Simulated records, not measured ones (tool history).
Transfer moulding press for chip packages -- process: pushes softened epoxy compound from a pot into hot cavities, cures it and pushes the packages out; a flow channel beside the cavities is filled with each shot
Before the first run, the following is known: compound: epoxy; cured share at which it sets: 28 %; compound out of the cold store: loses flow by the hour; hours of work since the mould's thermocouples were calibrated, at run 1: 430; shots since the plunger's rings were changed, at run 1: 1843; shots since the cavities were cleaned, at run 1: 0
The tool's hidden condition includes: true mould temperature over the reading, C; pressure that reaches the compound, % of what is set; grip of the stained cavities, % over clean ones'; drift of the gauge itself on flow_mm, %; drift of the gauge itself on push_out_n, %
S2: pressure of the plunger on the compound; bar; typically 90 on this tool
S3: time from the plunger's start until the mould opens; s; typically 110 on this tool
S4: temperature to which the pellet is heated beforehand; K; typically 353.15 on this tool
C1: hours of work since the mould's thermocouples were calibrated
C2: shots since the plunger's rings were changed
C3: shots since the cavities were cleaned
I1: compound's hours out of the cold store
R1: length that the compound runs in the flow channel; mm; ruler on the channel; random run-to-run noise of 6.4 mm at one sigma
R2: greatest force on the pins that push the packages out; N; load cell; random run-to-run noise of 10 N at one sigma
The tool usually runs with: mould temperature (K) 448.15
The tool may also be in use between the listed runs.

Run 1, day 0: usual settings; C1 430; C2 1843; C3 0; I1 34.8. Result: R1 601 mm, R2 486 N.
Run 2, day 0.842: usual settings but S4 348.15 K; C1 444; C2 2102; C3 259; I1 35.8. Result: R1 585 mm, R2 587 N.
Run 3, day 1.275: usual settings but S4 348.15 K; C1 451; C2 2237; C3 394; I1 9.6. Result: R1 709 mm, R2 699 N.
At day 1.821: cavities cleaned with cleaning compound and waxed.
Run 4, day 2.129: usual settings but S4 348.15 K; C1 464; C2 2480; C3 95; I1 39.6. Result: R1 561 mm, R2 767 N.
Run 5, day 2.538: usual settings but S4 359.15 K; C1 471; C2 2606; C3 221; I1 38.9. Result: R1 573 mm, R2 769 N.
Run 6, day 3.133: usual settings; C1 481; C2 2790; C3 405; I1 25.1. Result: R1 638 mm, R2 824 N.
At day 3.642: cavities cleaned with cleaning compound and waxed.
Run 7, day 3.642: usual settings but mould temperature (K) 442.15; C1 489; C2 2928; C3 0; I1 24.1. Result: R1 649 mm, R2 698 N.
Run 8, day 4.338: usual settings but S3 130 s; C1 501; C2 3142; C3 214; I1 21.9. Result: R1 652 mm, R2 483 N.
Run 9, day 5.158: usual settings but S3 130 s; C1 514; C2 3394; C3 466; I1 11.1. Result: R1 695 mm, R2 568 N.
At day 5.462: cavities cleaned with cleaning compound and waxed.
Run 10, day 6.05: usual settings but S2 69.5 bar; C1 528; C2 3651; C3 182; I1 14.5. Result: R1 602 mm, R2 632 N.
At day 6.312: cavities cleaned with cleaning compound and waxed, once more.
Run 11, day 6.504: usual settings; C1 535; C2 3771; C3 59; I1 46.7. Result: R1 525 mm, R2 509 N.
Run 12, day 6.954: usual settings; C1 543; C2 3909; C3 197; I1 15.8. Result: R1 669 mm, R2 592 N.
Run 13, day 7.371: usual settings but S4 349.15 K; C1 550; C2 4038; C3 326; I1 16.9. Result: R1 665 mm, R2 641 N.
At day 8.083: cavities cleaned with cleaning compound and waxed.
Run 14, day 8.304: usual settings but S3 133 s; C1 564; C2 4306; C3 67; I1 36.3. Result: R1 553 mm, R2 423 N.
Run 15, day 9.071: usual settings but mould temperature (K) 454.15, S3 99 s, S4 354.15 K; C1 577; C2 4543; C3 304; I1 25.9. Result: R1 605 mm, R2 540 N.
Run 16, day 9.721: usual settings but mould temperature (K) 445.15, S2 69.1 bar, S3 147 s, S4 362.15 K; C1 588; C2 4743; C3 504; I1 40. Result: R1 484 mm, R2 552 N.
At day 9.912: cavities cleaned with cleaning compound and waxed.
Run 17, day 10.504: usual settings but mould temperature (K) 452.15, S2 102.4 bar, S3 126 s, S4 362.15 K; C1 600; C2 4965; C3 183; I1 35.9. Result: R1 594 mm, R2 457 N.
Run 18, day 10.883: usual settings but mould temperature (K) 452.15, S2 98.4 bar, S3 126 s, S4 362.15 K; C1 607; C2 5082; C3 300; I1 10.5. Result: R1 697 mm, R2 515 N.
At day 11.7: cavities cleaned with cleaning compound and waxed.
Run 19, day 11.829: usual settings; C1 622; C2 5354; C3 39; I1 15.2. Result: R1 652 mm, R2 515 N.
Run 20, day 12.554: usual settings but S2 107.1 bar; C1 634; C2 5577; C3 262; I1 33.2. Result: R1 617 mm, R2 589 N.
Run 21, day 13.392: usual settings but mould temperature (K) 452.15, S2 78.9 bar, S3 125 s, S4 351.15 K; C1 648; C2 5836; C3 521; I1 40.9. Result: R1 490 mm, R2 531 N.
At day 13.492: cavities cleaned with cleaning compound and waxed.
Run 22, day 14.112: usual settings but mould temperature (K) 452.15, S2 78.9 bar, S3 125 s, S4 351.15 K; C1 659; C2 6039; C3 192; I1 8.4. Result: R1 632 mm, R2 478 N.
Run 23, day 14.683: usual settings but S2 75 bar, S3 138 s, S4 349.15 K; C1 669; C2 6214; C3 367; I1 45.8. Result: R1 459 mm, R2 515 N.
At day 15.192: plunger's sealing rings changed.
Run 24, day 15.192: usual settings but S2 75 bar, S3 138 s, S4 349.15 K; C1 675; C2 0; C3 492; I1 26. Result: R1 610 mm, R2 560 N.
At day 15.383: cavities cleaned with cleaning compound and waxed.
Run 25, day 16.004: usual settings but mould temperature (K) 451.15, S2 105.3 bar, S3 149 s, S4 354.15 K; C1 688; C2 231; C3 191; I1 17.7. Result: R1 742 mm, R2 449 N.
Run 26, day 16.725: usual settings but S2 79.1 bar; C1 700; C2 454; C3 414; I1 26.8. Result: R1 607 mm, R2 659 N.
At day 17.2: cavities cleaned with cleaning compound and waxed.
Run 27, day 17.204: usual settings but mould temperature (K) 446.15, S2 106.7 bar, S3 122 s, S4 355.15 K; C1 707; C2 582; C3 1; I1 37. Result: R1 658 mm, R2 484 N.
Run 28, day 17.812: usual settings but S2 70.7 bar; C1 717; C2 769; C3 188; I1 42.9. Result: R1 503 mm, R2 585 N.

The logged runs with the hidden state left out (each run's random variation unchanged):
run   R1   R2
  1  621  466
  2  607  459
  3  737  506
  4  585  472
  5  599  464
  6  669  487
  7  682  657
  8  688  394
  9  737  407
 10  641  513
 11  560  457
 12  716  478
 13  712  475
 14  596  388
 15  654  417
 16  526  394
 17  648  380
 18  762  395
 19  716  473
 20  681  459
 21  545  375
 22  704  387
 23  513  380
 24  609  395
 25  743  373
 26  610  460
 27  664  448
 28  508  466
